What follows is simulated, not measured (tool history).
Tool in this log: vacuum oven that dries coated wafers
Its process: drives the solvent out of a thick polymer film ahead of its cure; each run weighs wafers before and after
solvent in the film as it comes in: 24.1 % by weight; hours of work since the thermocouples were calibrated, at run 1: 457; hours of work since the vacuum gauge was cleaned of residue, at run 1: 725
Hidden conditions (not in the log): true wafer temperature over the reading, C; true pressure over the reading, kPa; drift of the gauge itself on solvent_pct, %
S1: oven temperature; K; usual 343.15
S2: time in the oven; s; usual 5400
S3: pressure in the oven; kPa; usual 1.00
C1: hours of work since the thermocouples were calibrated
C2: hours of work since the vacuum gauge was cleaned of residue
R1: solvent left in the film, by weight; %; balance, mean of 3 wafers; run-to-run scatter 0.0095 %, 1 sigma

run,day,S1,S2,S3,C1,C2,R1
1,0.000,343.15,5400,1.00,457,725,1.064
2,2.104,343.15,5400,1.00,487,755,1.075
3,5.475,343.15,5400,1.00,535,804,1.041
4,9.496,343.15,5400,1.00,593,861,1.061
# day 10.571: oven's thermocouples calibrated
5,13.129,343.15,5400,1.00,37,912,1.122
6,15.267,343.15,5400,1.00,67,943,1.130
7,18.475,343.15,5400,1.00,113,989,1.115
8,21.788,343.15,5400,2.14,161,1036,1.336
9,26.646,343.15,5400,1.00,230,1106,1.090
10,30.546,343.15,5400,1.00,286,1162,1.119
11,33.071,343.15,3480,1.00,323,1198,2.787
12,38.017,352.15,3780,0.85,393,1269,0.954
13,42.442,334.15,3720,3.03,457,1332,5.271
14,46.454,334.15,2820,2.65,514,1390,7.009
15,49.025,352.15,8340,1.00,551,1427,0.237
16,51.508,347.15,5400,1.00,587,1462,0.698
# day 53.088: oven's thermocouples calibrated
17,54.779,347.15,5400,2.58,24,1508,1.054
18,57.342,333.15,3600,1.28,61,1545,5.707
19,62.212,333.15,3600,1.28,131,1615,5.701
20,64.946,343.15,6780,0.51,170,1654,0.654
21,68.521,351.15,5400,1.87,221,1705,0.621
22,72.342,351.15,5400,1.87,276,1760,0.614

Had the tool no unlogged condition, and each run kept its random variation, what would the results have been?
run,R1
1,1.027
2,1.038
3,1.005
4,1.026
5,1.030
6,1.039
7,1.025
8,1.248
9,1.003
10,1.033
11,2.732
12,0.902
13,5.223
14,6.990
15,0.148
16,0.617
17,0.880
18,5.354
19,5.359
20,0.467
21,0.483
22,0.475

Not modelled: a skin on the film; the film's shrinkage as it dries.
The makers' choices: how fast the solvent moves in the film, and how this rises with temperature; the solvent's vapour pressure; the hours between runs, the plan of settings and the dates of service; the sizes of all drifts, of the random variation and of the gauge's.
